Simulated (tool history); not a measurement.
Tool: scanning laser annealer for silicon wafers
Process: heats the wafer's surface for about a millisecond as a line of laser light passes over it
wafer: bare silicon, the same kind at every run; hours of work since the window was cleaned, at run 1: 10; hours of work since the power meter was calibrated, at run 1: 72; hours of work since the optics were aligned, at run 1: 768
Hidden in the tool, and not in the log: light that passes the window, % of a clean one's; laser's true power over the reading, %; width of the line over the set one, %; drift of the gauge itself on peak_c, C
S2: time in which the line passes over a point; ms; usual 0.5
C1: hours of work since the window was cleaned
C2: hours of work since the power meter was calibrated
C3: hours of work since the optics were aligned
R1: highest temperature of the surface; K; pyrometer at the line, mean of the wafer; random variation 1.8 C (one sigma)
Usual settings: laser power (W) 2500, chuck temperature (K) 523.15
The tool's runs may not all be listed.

{"run": 1, "hour": 0.0, "laser power (W)": 2500, "S2": 0.5, "chuck temperature (K)": 523.15, "C1": 10, "C2": 72, "C3": 768, "R1": 1334.15}
{"hour": 44.9, "done": "optics aligned, line set to its width"}
{"run": 2, "hour": 44.9, "laser power (W)": 2500, "S2": 0.5, "chuck temperature (K)": 496.15, "C1": 28, "C2": 91, "C3": 0, "R1": 1314.15}
{"run": 3, "hour": 71.0, "laser power (W)": 2500, "S2": 0.5, "chuck temperature (K)": 496.15, "C1": 40, "C2": 103, "C3": 12, "R1": 1311.15}
{"run": 4, "hour": 99.5, "laser power (W)": 2500, "S2": 0.5, "chuck temperature (K)": 496.15, "C1": 53, "C2": 116, "C3": 25, "R1": 1311.15}
{"run": 5, "hour": 126.2, "laser power (W)": 2500, "S2": 0.5, "chuck temperature (K)": 514.15, "C1": 66, "C2": 128, "C3": 37, "R1": 1325.15}
{"run": 6, "hour": 158.0, "laser power (W)": 2500, "S2": 0.5, "chuck temperature (K)": 523.15, "C1": 80, "C2": 143, "C3": 52, "R1": 1332.15}
{"run": 7, "hour": 185.3, "laser power (W)": 2500, "S2": 0.5, "chuck temperature (K)": 523.15, "C1": 93, "C2": 155, "C3": 65, "R1": 1332.15}
{"run": 8, "hour": 206.0, "laser power (W)": 2500, "S2": 0.5, "chuck temperature (K)": 523.15, "C1": 102, "C2": 165, "C3": 74, "R1": 1333.15}
{"run": 9, "hour": 248.0, "laser power (W)": 2500, "S2": 0.401, "chuck temperature (K)": 523.15, "C1": 122, "C2": 184, "C3": 94, "R1": 1231.15}
{"run": 10, "hour": 268.1, "laser power (W)": 2500, "S2": 0.401, "chuck temperature (K)": 523.15, "C1": 131, "C2": 193, "C3": 103, "R1": 1232.15}
{"run": 11, "hour": 298.4, "laser power (W)": 2500, "S2": 0.401, "chuck temperature (K)": 523.15, "C1": 145, "C2": 207, "C3": 117, "R1": 1229.15}
{"run": 12, "hour": 326.1, "laser power (W)": 2500, "S2": 0.401, "chuck temperature (K)": 523.15, "C1": 158, "C2": 220, "C3": 129, "R1": 1227.15}
{"run": 13, "hour": 364.7, "laser power (W)": 2500, "S2": 0.401, "chuck temperature (K)": 523.15, "C1": 175, "C2": 238, "C3": 147, "R1": 1224.15}
{"run": 14, "hour": 396.1, "laser power (W)": 2500, "S2": 0.485, "chuck temperature (K)": 523.15, "C1": 190, "C2": 252, "C3": 162, "R1": 1309.15}
{"run": 15, "hour": 432.7, "laser power (W)": 2500, "S2": 0.485, "chuck temperature (K)": 523.15, "C1": 207, "C2": 269, "C3": 179, "R1": 1308.15}
{"run": 16, "hour": 470.1, "laser power (W)": 2500, "S2": 0.431, "chuck temperature (K)": 523.15, "C1": 224, "C2": 286, "C3": 196, "R1": 1252.15}
{"run": 17, "hour": 489.4, "laser power (W)": 2500, "S2": 0.431, "chuck temperature (K)": 523.15, "C1": 233, "C2": 295, "C3": 205, "R1": 1250.15}
{"run": 18, "hour": 528.9, "laser power (W)": 2500, "S2": 0.5, "chuck temperature (K)": 523.15, "C1": 251, "C2": 313, "C3": 223, "R1": 1318.15}
{"run": 19, "hour": 562.1, "laser power (W)": 2500, "S2": 0.5, "chuck temperature (K)": 523.15, "C1": 266, "C2": 329, "C3": 238, "R1": 1313.15}
{"run": 20, "hour": 594.8, "laser power (W)": 2500, "S2": 0.5, "chuck temperature (K)": 523.15, "C1": 281, "C2": 344, "C3": 253, "R1": 1312.15}
{"run": 21, "hour": 628.6, "laser power (W)": 2737, "S2": 0.5, "chuck temperature (K)": 523.15, "C1": 297, "C2": 359, "C3": 269, "R1": 1408.15}
{"run": 22, "hour": 658.4, "laser power (W)": 2737, "S2": 0.5, "chuck temperature (K)": 523.15, "C1": 311, "C2": 373, "C3": 282, "R1": 1409.15}
{"run": 23, "hour": 699.3, "laser power (W)": 2380, "S2": 0.51, "chuck temperature (K)": 531.15, "C1": 329, "C2": 392, "C3": 301, "R1": 1275.15}
{"run": 24, "hour": 720.3, "laser power (W)": 2165, "S2": 0.589, "chuck temperature (K)": 500.15, "C1": 339, "C2": 401, "C3": 311, "R1": 1218.15}
{"run": 25, "hour": 759.9, "laser power (W)": 2500, "S2": 0.359, "chuck temperature (K)": 523.15, "C1": 357, "C2": 420, "C3": 329, "R1": 1164.15}
{"run": 26, "hour": 796.5, "laser power (W)": 2278, "S2": 0.413, "chuck temperature (K)": 536.15, "C1": 374, "C2": 437, "C3": 346, "R1": 1153.15}
{"run": 27, "hour": 823.0, "laser power (W)": 2363, "S2": 0.368, "chuck temperature (K)": 504.15, "C1": 386, "C2": 449, "C3": 358, "R1": 1106.15}
{"run": 28, "hour": 848.2, "laser power (W)": 2500, "S2": 0.576, "chuck temperature (K)": 562.15, "C1": 398, "C2": 460, "C3": 370, "R1": 1409.15}
{"run": 29, "hour": 885.8, "laser power (W)": 2500, "S2": 0.576, "chuck temperature (K)": 562.15, "C1": 415, "C2": 478, "C3": 387, "R1": 1406.15}
{"hour": 909.9, "done": "window over the wafer cleaned"}
{"run": 30, "hour": 927.9, "laser power (W)": 2500, "S2": 0.576, "chuck temperature (K)": 562.15, "C1": 8, "C2": 496, "C3": 406, "R1": 1445.15}
{"run": 31, "hour": 945.4, "laser power (W)": 2627, "S2": 0.373, "chuck temperature (K)": 519.15, "C1": 16, "C2": 504, "C3": 414, "R1": 1245.15}
{"run": 32, "hour": 968.5, "laser power (W)": 2496, "S2": 0.499, "chuck temperature (K)": 488.15, "C1": 27, "C2": 515, "C3": 424, "R1": 1295.15}
{"run": 33, "hour": 992.2, "laser power (W)": 2468, "S2": 0.5, "chuck temperature (K)": 523.15, "C1": 38, "C2": 526, "C3": 435, "R1": 1320.15}
{"run": 34, "hour": 1034.1, "laser power (W)": 2468, "S2": 0.411, "chuck temperature (K)": 523.15, "C1": 57, "C2": 545, "C3": 454, "R1": 1230.15}
{"run": 35, "hour": 1054.6, "laser power (W)": 2468, "S2": 0.411, "chuck temperature (K)": 523.15, "C1": 67, "C2": 554, "C3": 464, "R1": 1228.15}
{"run": 36, "hour": 1089.5, "laser power (W)": 2709, "S2": 0.457, "chuck temperature (K)": 523.15, "C1": 83, "C2": 571, "C3": 480, "R1": 1368.15}
{"run": 37, "hour": 1130.0, "laser power (W)": 2500, "S2": 0.358, "chuck temperature (K)": 523.15, "C1": 101, "C2": 589, "C3": 499, "R1": 1180.15}
{"run": 38, "hour": 1159.6, "laser power (W)": 2500, "S2": 0.358, "chuck temperature (K)": 523.15, "C1": 115, "C2": 603, "C3": 512, "R1": 1180.15}
{"run": 39, "hour": 1191.3, "laser power (W)": 2148, "S2": 0.599, "chuck temperature (K)": 561.15, "C1": 130, "C2": 617, "C3": 527, "R1": 1292.15}
{"run": 40, "hour": 1225.3, "laser power (W)": 2500, "S2": 0.394, "chuck temperature (K)": 511.15, "C1": 145, "C2": 633, "C3": 542, "R1": 1203.15}

Forecast each of these 5 alternatives for the next run:
{"run": "A", "hour": 1255.1, "laser power (W)": 2405, "S2": 0.409, "chuck temperature (K)": 541.15, "C1": 159, "C2": 647, "C3": 556, "R1": "?"}
{"run": "B", "hour": 1255.1, "laser power (W)": 2320, "S2": 0.541, "chuck temperature (K)": 494.15, "C1": 159, "C2": 647, "C3": 556, "R1": "?"}
{"run": "C", "hour": 1255.1, "laser power (W)": 2684, "S2": 0.553, "chuck temperature (K)": 484.15, "C1": 159, "C2": 647, "C3": 556, "R1": "?"}
{"run": "D", "hour": 1255.1, "laser power (W)": 2500, "S2": 0.5, "chuck temperature (K)": 509.15, "C1": 159, "C2": 647, "C3": 556, "R1": "?"}
{"run": "E", "hour": 1255.1, "laser power (W)": 2696, "S2": 0.5, "chuck temperature (K)": 511.15, "C1": 159, "C2": 647, "C3": 556, "R1": "?"}

run=A R1=1212.15
run=B R1=1251.15
run=C R1=1407.15
run=D R1=1308.15
run=E R1=1391.15
Without the tool's hidden state the same runs would have given:
run=A R1=1234.15
run=B R1=1276.15
run=C R1=1438.15
run=D R1=1335.15
run=E R1=1420.15

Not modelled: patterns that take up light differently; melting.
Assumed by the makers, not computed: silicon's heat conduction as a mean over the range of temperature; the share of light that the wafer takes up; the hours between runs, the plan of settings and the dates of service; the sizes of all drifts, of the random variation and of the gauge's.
